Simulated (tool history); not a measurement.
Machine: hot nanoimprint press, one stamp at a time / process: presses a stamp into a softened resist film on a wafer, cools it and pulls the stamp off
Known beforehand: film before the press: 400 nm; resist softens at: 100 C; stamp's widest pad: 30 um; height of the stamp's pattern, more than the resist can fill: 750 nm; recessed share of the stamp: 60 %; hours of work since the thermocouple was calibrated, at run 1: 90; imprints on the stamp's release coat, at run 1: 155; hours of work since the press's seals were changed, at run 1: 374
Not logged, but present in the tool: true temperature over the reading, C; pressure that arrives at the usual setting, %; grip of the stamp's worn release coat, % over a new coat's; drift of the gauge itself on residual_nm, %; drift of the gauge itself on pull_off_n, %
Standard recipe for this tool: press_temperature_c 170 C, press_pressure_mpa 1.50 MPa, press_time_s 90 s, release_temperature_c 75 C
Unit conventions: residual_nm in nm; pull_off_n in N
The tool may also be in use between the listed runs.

run     day  press_temperature_c  press_pressure_mpa  press_time_s  release_temperature_c  hours of work since the thermocouple was calibrated  imprints on the stamp's release coat  hours of work since the press's seals were changed  residual_nm  pull_off_n
  1   0.000                  170                1.50            90                     75                                                   90                                   155                                                 374        234.1         129
  2   0.350                  170                1.50            90                     75                                                   95                                   188                                                 380        233.8         136
  3   1.183                  170                1.50            90                     75                                                  108                                   267                                                 393        233.9         139
  4   1.979                  170                1.50            66                     75                                                  121                                   342                                                 405        256.4         139
  5   2.662                  170                1.50            66                     75                                                  132                                   406                                                 416        260.9         142
  6   3.138                  170                1.55            66                     75                                                  139                                   451                                                 423        257.3         135
  7   3.771                  170                1.55            66                     75                                                  149                                   511                                                 433        253.1         140
  8   4.362                  170                1.55            66                     65                                                  158                                   567                                                 442        252.2         154
  9   4.750                  170                1.50            90                     75                                                  164                                   603                                                 449        234.8         139
 10   5.300                  170                1.50            90                     75                                                  173                                   655                                                 457        234.1         140
 11   6.125                  172                1.50            90                     75                                                  186                                   733                                                 470        219.7         132
 12   6.908                  163                1.50            90                     75                                                  198                                   807                                                 482        297.5         138
 13   7.329                  163                1.50            90                     75                                                  205                                   847                                                 489        293.6         135
 14   8.067                  170                1.50            90                     75                                                  216                                   916                                                 500        234.1         138
 15   8.567                  170                1.50            90                     75                                                  224                                   963                                                 508        233.3         137
 16   9.383                  168                1.78            49                     68                                                  237                                  1040                                                 521        277.7         150
      9.933  -- stamp cleaned and given a new release coat
 17  10.450                  162                1.78            50                     79                                                  250                                    48                                                 534        323.1         127
 18  11.062                  162                1.78            50                     79                                                  259                                   106                                                 543        320.3         131
 19  11.925                  162                1.41           132                     79                                                  273                                   187                                                 557        282.4         128

Run 20, settings as shown, results not yet in. Your forecast:
 20  12.496                  162                1.41           132                     79                                                  282                                   241                                                 566            ?           ?

{"run 20": {"residual_nm": 280.5, "pull_off_n": 126}}
Were there no unlogged condition in the tool, this run, its random variation unchanged, would have produced residual_nm 281.0 nm, pull_off_n 126 N.

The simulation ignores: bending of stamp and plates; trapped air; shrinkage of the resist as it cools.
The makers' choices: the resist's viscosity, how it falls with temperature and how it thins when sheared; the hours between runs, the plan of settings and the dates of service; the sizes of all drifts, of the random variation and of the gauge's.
